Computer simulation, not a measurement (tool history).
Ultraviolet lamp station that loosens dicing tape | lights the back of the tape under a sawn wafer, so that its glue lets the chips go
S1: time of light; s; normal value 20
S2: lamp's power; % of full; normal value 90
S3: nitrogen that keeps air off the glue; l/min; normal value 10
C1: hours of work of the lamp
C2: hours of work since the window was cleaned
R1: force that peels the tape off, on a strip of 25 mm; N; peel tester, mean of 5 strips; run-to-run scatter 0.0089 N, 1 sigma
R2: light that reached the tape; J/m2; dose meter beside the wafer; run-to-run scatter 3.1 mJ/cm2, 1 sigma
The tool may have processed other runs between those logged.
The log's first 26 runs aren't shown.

run,hour,S1,S2,S3,C1,C2,R1,R2
27,893.2,26,76,11,360,30,0.331,4880
28,915.1,20,90,4,376,47,0.752,4440
29,953.8,20,90,4,405,76,0.782,4390
30,1002.7,20,90,4,442,113,0.795,4340
31,1040.6,20,90,4,471,141,0.841,4310
32,1072.0,15,85,7,494,165,1.185,3030
33,1095.7,20,90,4,512,182,0.841,4210
34,1121.1,20,90,4,531,201,0.821,4090
35,1168.3,33,72,13,566,237,0.282,5310
36,1200.7,33,70,4,591,261,0.541,5220

Predict each of these 5 candidate next runs independently; none follows another, all start after run 36:
A,1251.9,33,84,4,629,300,?,?
B,1251.9,33,91,4,629,300,?,?
C,1251.9,20,90,3,629,300,?,?
D,1251.9,20,90,7,629,300,?,?
E,1251.9,15,69,8,629,300,?,?

run,R1,R2
A,0.387,6090
B,0.350,6550
C,1.156,4020
D,0.649,3970
E,1.712,2290
With no hidden state in the tool, these same runs would have given:
run,R1,R2
A,0.291,7320
B,0.277,7870
C,0.798,4820
D,0.448,4770
E,1.240,2750

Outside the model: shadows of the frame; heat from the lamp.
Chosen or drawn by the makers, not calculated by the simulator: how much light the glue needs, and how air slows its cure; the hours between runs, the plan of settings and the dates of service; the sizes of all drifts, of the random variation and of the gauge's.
